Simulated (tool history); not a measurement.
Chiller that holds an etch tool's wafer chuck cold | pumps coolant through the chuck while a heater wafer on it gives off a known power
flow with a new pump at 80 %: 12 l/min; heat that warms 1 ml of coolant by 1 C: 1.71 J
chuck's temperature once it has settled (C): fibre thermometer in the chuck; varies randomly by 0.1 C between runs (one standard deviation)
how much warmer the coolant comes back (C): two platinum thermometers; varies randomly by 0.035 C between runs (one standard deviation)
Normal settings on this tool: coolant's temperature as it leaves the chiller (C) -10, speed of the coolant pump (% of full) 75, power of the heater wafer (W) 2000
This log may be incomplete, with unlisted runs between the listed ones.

run	hour	coolant's temperature as it leaves the chiller (C)	speed of the coolant pump (% of full)	power of the heater wafer (W)	chuck's temperature once it has settled (C)	how much warmer the coolant comes back (C)
1	0.0	-10	75	2000	7.6	6.29
2	61.4	-10	75	2000	7.8	6.39
3	127.4	-10	75	2000	7.7	6.31
4	256.8	-10	75	2000	7.6	6.31
5	330.9	-10	75	2000	7.5	6.33
6	426.4	-10	61	2000	10.8	7.79
7	543.2	-10	85	2000	6.3	5.57
8	663.7	-10	75	2000	7.8	6.26
9	794.0	-10	75	2000	8.0	6.28
10	910.7	-10	75	2000	8.0	6.37
11	993.7	-10	94	2000	5.2	5.03
# hour 1034.5: chiller's thermometer calibrated
12	1068.1	-10	94	2000	5.3	5.07
13	1180.2	-10	75	1243	1.2	3.99
14	1293.7	-10	75	2906	16.5	9.20
15	1381.8	-2	99	1486	9.0	3.63
16	1482.3	-2	99	1486	8.9	3.56
17	1590.4	-18	66	1537	-2.4	5.46
18	1664.4	-18	66	1537	-2.4	5.51
19	1736.0	-10	91	2000	5.9	5.24
20	1863.2	-20	80	1555	-6.3	4.66
21	1958.2	-19	92	2769	2.9	7.18
22	2093.5	-7	86	2769	16.1	7.65
23	2175.9	-7	79	2769	17.8	8.35
24	2283.2	-17	99	1618	-4.9	3.95

5 ways to go on from here, each from the tool as it stands after run 24. What would each give?
A	2389.5	-17	93	1618	?	?
B	2389.5	-19	67	1003	?	?
C	2389.5	-14	73	2000	?	?
D	2389.5	-19	75	2000	?	?
E	2389.5	-10	75	1671	?	?

run	chuck's temperature once it has settled (C)	how much warmer the coolant comes back (C)
A	-4.4	4.19
B	-8.9	3.63
C	5.0	6.55
D	-0.1	6.46
E	5.6	5.35
Take away the tool's hidden state, keep each run's random variation, and the runs would have read:
run	chuck's temperature once it has settled (C)	how much warmer the coolant comes back (C)
A	-6.2	4.08
B	-10.2	3.54
C	2.3	6.38
D	-2.8	6.30
E	3.4	5.21

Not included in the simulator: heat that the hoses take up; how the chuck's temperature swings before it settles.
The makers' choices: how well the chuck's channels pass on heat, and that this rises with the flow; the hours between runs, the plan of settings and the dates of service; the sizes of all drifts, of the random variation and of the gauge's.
